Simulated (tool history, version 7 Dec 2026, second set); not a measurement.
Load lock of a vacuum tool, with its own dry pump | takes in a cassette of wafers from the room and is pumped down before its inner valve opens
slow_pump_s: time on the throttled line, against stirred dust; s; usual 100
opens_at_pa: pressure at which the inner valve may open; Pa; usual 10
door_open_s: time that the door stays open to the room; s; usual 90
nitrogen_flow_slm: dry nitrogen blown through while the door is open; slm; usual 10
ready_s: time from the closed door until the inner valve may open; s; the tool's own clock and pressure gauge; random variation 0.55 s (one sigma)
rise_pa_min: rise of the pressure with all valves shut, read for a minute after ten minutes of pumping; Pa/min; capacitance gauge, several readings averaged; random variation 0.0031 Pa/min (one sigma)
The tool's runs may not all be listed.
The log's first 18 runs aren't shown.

run,hour,slow_pump_s,opens_at_pa,door_open_s,nitrogen_flow_slm,hours that the pump has run since its overhaul,times that the door has closed on its seal,"incoming humidity of the room's air, %",ready_s,rise_pa_min
19,1279.1,100,10,207,10,2515,4552,43.7,127.1,0.113
20,1330.1,100,10,207,10,2566,4622,42.5,127.3,0.120
21,1406.9,100,10,207,10,2643,4728,46.9,127.4,0.124
22,1492.7,100,13,90,23,2728,4846,42.4,125.4,0.055
23,1543.5,91,10,90,10,2779,4916,46.1,118.9,0.077
24,1589.0,133,10,90,10,2825,4979,44.7,157.1,0.075
25,1683.6,133,10,90,10,2919,5109,45.0,156.7,0.078
26,1738.0,133,10,90,10,2974,5184,45.2,157.9,0.076
27,1818.4,133,10,90,10,3054,5295,41.9,157.1,0.071
28,1909.2,133,16,36,41,3145,5420,44.8,155.7,0.026
29,1996.8,90,12,90,11,3233,5541,44.8,117.6,0.073
30,2073.6,100,13,90,14,3309,5647,45.8,126.5,0.070
31,2139.7,100,13,90,14,3376,5738,44.6,125.6,0.068
32,2186.5,81,8,90,15,3422,5803,45.0,111.0,0.065
33,2279.8,76,11,70,5,3516,5931,44.5,105.4,0.070
34,2320.0,100,10,90,7,3556,5987,46.0,127.7,0.082
35,2400.0,73,7,71,14,3636,6097,46.6,104.5,0.066
36,2451.5,100,16,200,10,3687,6168,44.9,125.4,0.123
37,2529.2,100,16,52,10,3765,6275,45.4,126.4,0.057

Forecast each of these 4 alternatives for the next run:
A,2589.7,100,14,90,5,3825,6358,49.9,?,?
B,2589.7,100,16,195,13,3825,6358,43.0,?,?
C,2589.7,108,8,90,10,3825,6358,46.7,?,?
D,2589.7,100,11,52,10,3825,6358,47.6,?,?

run,ready_s,rise_pa_min
A,125.4,0.093
B,124.7,0.101
C,134.7,0.078
D,126.7,0.055
Without the tool's hidden state the same runs would have given:
run,ready_s,rise_pa_min
A,125.4,0.093
B,124.7,0.100
C,134.7,0.078
D,126.7,0.055

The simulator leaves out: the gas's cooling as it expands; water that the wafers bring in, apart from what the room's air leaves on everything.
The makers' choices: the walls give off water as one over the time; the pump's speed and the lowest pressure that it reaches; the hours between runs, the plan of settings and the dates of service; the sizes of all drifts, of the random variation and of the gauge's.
